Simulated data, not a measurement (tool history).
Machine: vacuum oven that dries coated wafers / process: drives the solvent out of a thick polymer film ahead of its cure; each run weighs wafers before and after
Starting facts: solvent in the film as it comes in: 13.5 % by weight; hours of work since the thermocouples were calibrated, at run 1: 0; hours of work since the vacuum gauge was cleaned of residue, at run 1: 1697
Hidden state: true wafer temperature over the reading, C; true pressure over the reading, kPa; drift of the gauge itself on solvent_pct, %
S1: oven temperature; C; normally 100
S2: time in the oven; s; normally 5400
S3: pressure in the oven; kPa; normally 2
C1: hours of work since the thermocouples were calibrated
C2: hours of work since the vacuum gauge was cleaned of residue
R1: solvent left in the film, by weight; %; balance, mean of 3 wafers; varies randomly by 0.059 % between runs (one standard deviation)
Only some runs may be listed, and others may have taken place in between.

run     day   S1    S2    S3    C1    C2     R1
  1       0  100  5400     2     0  1697   4.05
  2   1.896  100  5400     2    27  1723   4.05
  3   4.279  100  5400     2    61  1757   4.03
  4   7.271  100  5400     2   103  1800   4.04
  5   9.325  100  5400     2   132  1829    4.1
  6  13.854  100  5400     2   197  1893   4.07
  7  17.658  100  5400     2   251  1947   4.03
  8  19.529   88  5400     2   277  1974   7.33
  9  22.667  100  5400     2   322  2018   4.06
 10  26.138  100  5400  2.17   371  2068   4.43
 11  30.238  100  5400  2.17   429  2126    4.4
 12  34.712  100  5400  2.17   493  2190   4.26
 13  37.817  115  5400     2   537  2234   2.14
 14  42.329  115  5400     2   601  2298   2.19
 15  46.979  115  5400     2   667  2364   2.14
 16  50.529  115  5400     2   718  2414   2.19
 17  52.638  100  5400     2   748  2444    4.1
 18  55.779  105  5400     2   792  2489   3.31
 19    58.7  101  4080     2   834  2530   4.48
 20  60.738  101  6900     2   863  2559   3.61
 21  63.262  101  2940  2.29   898  2595   5.38
 22  65.558  106  5220  5.23   931  2628   6.06
 23  68.233   94  5400     2   969  2666   5.61
     68.512  -- vacuum gauge cleaned of residue and calibrated
 24  71.838   87  7200  6.66  1019    47  13.56

Forecast run 25:
 25  74.588  87  5820  6.66  1058  86   ?

{"run 25": {"R1": 13.51}}
Take away the tool's hidden state, keep the run-to-run variation as it was, and the same run would have given R1 13.4 %.
